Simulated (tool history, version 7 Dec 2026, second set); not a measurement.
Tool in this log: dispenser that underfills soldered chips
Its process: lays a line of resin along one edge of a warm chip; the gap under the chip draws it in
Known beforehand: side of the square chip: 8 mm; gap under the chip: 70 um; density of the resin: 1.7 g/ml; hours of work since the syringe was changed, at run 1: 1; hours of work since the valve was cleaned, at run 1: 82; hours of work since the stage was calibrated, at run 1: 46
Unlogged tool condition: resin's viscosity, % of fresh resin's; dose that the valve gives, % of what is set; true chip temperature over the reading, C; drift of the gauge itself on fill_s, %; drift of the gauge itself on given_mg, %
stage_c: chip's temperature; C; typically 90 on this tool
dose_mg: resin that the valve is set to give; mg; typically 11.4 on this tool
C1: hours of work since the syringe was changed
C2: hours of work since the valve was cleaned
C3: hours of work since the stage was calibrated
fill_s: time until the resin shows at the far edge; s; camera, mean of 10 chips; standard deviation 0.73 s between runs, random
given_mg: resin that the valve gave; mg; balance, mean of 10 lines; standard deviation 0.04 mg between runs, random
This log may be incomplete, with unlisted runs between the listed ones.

run 1 day=0 | stage_c=90 dose_mg=11.4 | C1=1 C2=82 C3=46 | fill_s=75.4 given_mg=10.95
run 2 day=0.138 | stage_c=90 dose_mg=11.4 | C1=4 C2=85 C3=49 | fill_s=94.9 given_mg=10.97
-- day=0.275 new syringe of resin
run 3 day=0.388 | stage_c=90 dose_mg=12.2 | C1=2 C2=89 C3=53 | fill_s=79.8 given_mg=11.68
-- day=0.608 new syringe of resin
run 4 day=0.608 | stage_c=104 dose_mg=12.2 | C1=0 C2=93 C3=57 | fill_s=41.8 given_mg=11.66
run 5 day=0.821 | stage_c=90 dose_mg=11.8 | C1=4 C2=97 C3=61 | fill_s=95.9 given_mg=11.26
-- day=0.946 new syringe of resin
run 6 day=0.988 | stage_c=90 dose_mg=12.3 | C1=1 C2=100 C3=64 | fill_s=71.2 given_mg=11.67
run 7 day=1.229 | stage_c=90 dose_mg=12.3 | C1=5 C2=105 C3=69 | fill_s=108.2 given_mg=11.67
-- day=1.3 new syringe of resin
run 8 day=1.4 | stage_c=99 dose_mg=11.4 | C1=2 C2=108 C3=72 | fill_s=59.4 given_mg=10.85
-- day=1.65 new syringe of resin
run 9 day=1.671 | stage_c=83 dose_mg=11.4 | C1=0 C2=112 C3=76 | fill_s=91.3 given_mg=10.85
run 10 day=1.8 | stage_c=90 dose_mg=11.4 | C1=3 C2=115 C3=79 | fill_s=88.6 given_mg=10.84
run 11 day=1.929 | stage_c=90 dose_mg=11.4 | C1=5 C2=117 C3=81 | fill_s=107 given_mg=10.74
-- day=1.988 new syringe of resin
run 12 day=2.154 | stage_c=90 dose_mg=11.4 | C1=3 C2=121 C3=85 | fill_s=92.2 given_mg=10.73
-- day=2.321 new syringe of resin
run 13 day=2.321 | stage_c=90 dose_mg=11.4 | C1=0 C2=124 C3=88 | fill_s=68.6 given_mg=10.81
run 14 day=2.5 | stage_c=90 dose_mg=11.4 | C1=3 C2=128 C3=91 | fill_s=89.2 given_mg=10.79
-- day=2.654 new syringe of resin
-- day=2.742 dispensing valve cleaned and set on the balance
run 15 day=2.825 | stage_c=93 dose_mg=11.4 | C1=2 C2=2 C3=97 | fill_s=75.4 given_mg=11.45
run 16 day=2.971 | stage_c=81 dose_mg=11.4 | C1=5 C2=4 C3=99 | fill_s=149.5 given_mg=11.4
-- day=3.033 new syringe of resin
run 17 day=3.271 | stage_c=90 dose_mg=10.4 | C1=4 C2=10 C3=105 | fill_s=105 given_mg=10.42
-- day=3.367 new syringe of resin
run 18 day=3.412 | stage_c=90 dose_mg=10.4 | C1=1 C2=12 C3=107 | fill_s=73.7 given_mg=10.27
run 19 day=3.579 | stage_c=90 dose_mg=14.3 | C1=4 C2=15 C3=110 | fill_s=94.1 given_mg=14.31
-- day=3.704 new syringe of resin
run 20 day=3.746 | stage_c=90 dose_mg=13.4 | C1=1 C2=18 C3=113 | fill_s=70.5 given_mg=13.26
run 21 day=3.983 | stage_c=95 dose_mg=12.5 | C1=5 C2=23 C3=118 | fill_s=89.1 given_mg=12.39
-- day=4.05 new syringe of resin
run 22 day=4.267 | stage_c=79 dose_mg=10 | C1=4 C2=28 C3=123 | fill_s=149.3 given_mg=9.9
-- day=4.396 new syringe of resin
run 23 day=4.438 | stage_c=79 dose_mg=10 | C1=1 C2=31 C3=126 | fill_s=111.2 given_mg=9.88
run 24 day=4.604 | stage_c=94 dose_mg=12.9 | C1=4 C2=34 C3=129 | fill_s=82.3 given_mg=12.78
-- day=4.733 new syringe of resin
run 25 day=4.767 | stage_c=94 dose_mg=12.9 | C1=1 C2=37 C3=132 | fill_s=61.3 given_mg=12.62
run 26 day=4.979 | stage_c=96 dose_mg=10.2 | C1=5 C2=40 C3=135 | fill_s=83.6 given_mg=10.04
-- day=5.062 new syringe of resin
run 27 day=5.279 | stage_c=101 dose_mg=9.8 | C1=4 C2=46 C3=141 | fill_s=70.1 given_mg=9.63
-- day=5.396 new syringe of resin
run 28 day=5.517 | stage_c=98 dose_mg=13.7 | C1=2 C2=50 C3=145 | fill_s=60.5 given_mg=13.39
run 29 day=5.654 | stage_c=98 dose_mg=11.2 | C1=5 C2=53 C3=148 | fill_s=78.9 given_mg=11

Run 30 has not been measured yet. What should we expect?
-- day=5.738 new syringe of resin
run 30 day=5.954 | stage_c=98 dose_mg=11.2 | C1=4 C2=58 C3=153 | fill_s=? given_mg=?

Run 30 produced fill_s 76.1 s, given_mg 10.9 mg.
Without the tool's hidden state the same run would have given fill_s 52.3 s, given_mg 11.18 mg.

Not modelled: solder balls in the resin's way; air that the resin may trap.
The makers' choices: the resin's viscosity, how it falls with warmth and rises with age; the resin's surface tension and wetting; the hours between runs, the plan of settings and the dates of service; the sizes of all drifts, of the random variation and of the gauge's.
